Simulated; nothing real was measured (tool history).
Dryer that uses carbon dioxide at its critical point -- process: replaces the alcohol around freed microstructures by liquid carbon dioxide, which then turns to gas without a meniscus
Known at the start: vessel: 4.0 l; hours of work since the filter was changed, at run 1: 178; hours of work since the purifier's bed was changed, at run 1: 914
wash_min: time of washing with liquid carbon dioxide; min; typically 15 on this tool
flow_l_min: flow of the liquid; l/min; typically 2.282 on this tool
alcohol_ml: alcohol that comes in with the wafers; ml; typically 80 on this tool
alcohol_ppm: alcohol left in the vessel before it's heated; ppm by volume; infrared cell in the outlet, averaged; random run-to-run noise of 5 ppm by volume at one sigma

run,hour,wash_min,flow_l_min,alcohol_ml,hours of work since the filter was changed,hours of work since the purifier's bed was changed,alcohol_ppm
1,0,15,2.282,80,178,914,102
2,31.8,10,2.282,80,196,932,183
3,56.7,10,2.282,80,210,946,180
4,92.1,10,2.06,80,231,967,260
5,123.1,10,2.06,80,249,985,267
6,151.6,10,2.06,80,265,1001,273
7,168.6,15,2.44,80,275,1011,105
8,194.6,15,2.44,80,290,1026,92
9,216.3,15,2.282,80,303,1038,111
10,242.5,15,2.282,88,318,1054,113
11,267.6,15,2.282,42,332,1068,106
12,299.5,15,2.282,42,351,1087,111
13,332.2,15,2.282,42,370,1105,106
# hour 349.8: inlet filter changed
14,351.4,15,2.282,42,1,1116,108
15,381,15,2.282,42,18,1133,111
16,416.2,19,2.282,26,38,1153,116
17,447.3,22,1.59,25,56,1171,110
18,470.9,15,2.39,30,70,1185,113
19,509.9,10,3,26,93,1208,117
20,546,10,3,26,113,1228,124
# hour 551.3: purifier's bed changed
21,566.3,10,3,35,123,9,22
22,586.5,10,3,35,135,20,16
23,605.8,19,3.33,27,146,31,13
24,629.8,15,2.55,80,160,45,19
25,646.2,15,2.55,80,170,55,17
26,672.8,22,3.02,32,185,70,16
27,699.1,22,3.02,32,200,85,18
28,736.8,16,2.282,82,222,107,25
29,759.2,10,3.05,80,235,120,35

Alternative continuations, all from the tool just after run 29; predict every row:
A,798.1,10,1.64,80,257,143,?
B,798.1,15,2.55,33,257,143,?
C,798.1,15,3.4,80,257,143,?
D,798.1,13,1.74,75,257,143,?

run,alcohol_ppm
A,513
B,26
C,19
D,128
Stripped of hidden state, with their random variation kept, the same runs would have yielded:
run,alcohol_ppm
A,384
B,11
C,5
D,80

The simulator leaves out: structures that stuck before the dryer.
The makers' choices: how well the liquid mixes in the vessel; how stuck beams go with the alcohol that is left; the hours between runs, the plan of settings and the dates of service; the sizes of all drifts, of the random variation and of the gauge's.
